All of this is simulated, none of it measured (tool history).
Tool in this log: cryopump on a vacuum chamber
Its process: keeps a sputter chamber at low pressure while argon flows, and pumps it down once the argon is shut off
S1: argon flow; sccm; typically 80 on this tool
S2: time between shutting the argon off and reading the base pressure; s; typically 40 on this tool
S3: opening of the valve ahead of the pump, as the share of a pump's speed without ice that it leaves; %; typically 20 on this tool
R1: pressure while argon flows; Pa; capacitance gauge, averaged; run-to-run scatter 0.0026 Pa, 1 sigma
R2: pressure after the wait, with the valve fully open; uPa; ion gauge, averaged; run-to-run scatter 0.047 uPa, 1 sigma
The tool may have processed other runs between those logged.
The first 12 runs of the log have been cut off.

run,hour,S1,S2,S3,R1,R2
13,347.4,80,40,34,0.3888,4.41
14,387.5,80,40,20,0.6542,4.47
15,413.7,80,40,20,0.6534,4.40
16,440.4,80,40,20,0.6487,4.33
17,467.8,93,40,20,0.7633,4.44
18,510.6,159,33,55,0.4935,5.00
19,548.1,80,29,39,0.3440,5.43
20,576.8,78,46,56,0.2374,4.16
21,594.5,78,46,56,0.2392,4.24
22,635.5,78,61,17,0.7472,3.73
23,661.1,78,61,17,0.7495,3.78
24,680.1,85,36,24,0.5836,4.78
25,708.7,85,36,37,0.3833,4.86
26,746.3,85,36,37,0.3842,4.89
27,769.9,80,40,18,0.7346,4.74
28,813.5,32,82,32,0.1657,3.38
29,853.1,48,40,48,0.1716,4.75
30,880.4,81,147,48,0.2902,2.79
31,918.1,37,41,15,0.4049,4.79
32,937.5,37,41,15,0.4015,4.59
33,974.9,60,109,20,0.4949,3.23
34,1010.6,153,109,52,0.5108,3.19

What if the next run were any one of these 4? Each begins from the tool's condition after run 34:
A,1047.7,145,40,24,?,?
B,1047.7,150,286,20,?,?
C,1047.7,86,170,52,?,?
D,1047.7,80,137,20,?,?

run,R1,R2
A,1.0029,4.82
B,1.2377,2.60
C,0.2891,2.83
D,0.6628,2.97
Stripped of hidden state, with their random variation kept, the same runs would have yielded:
run,R1,R2
A,0.9651,2.84
B,1.1985,0.62
C,0.2664,0.86
D,0.6418,1.03
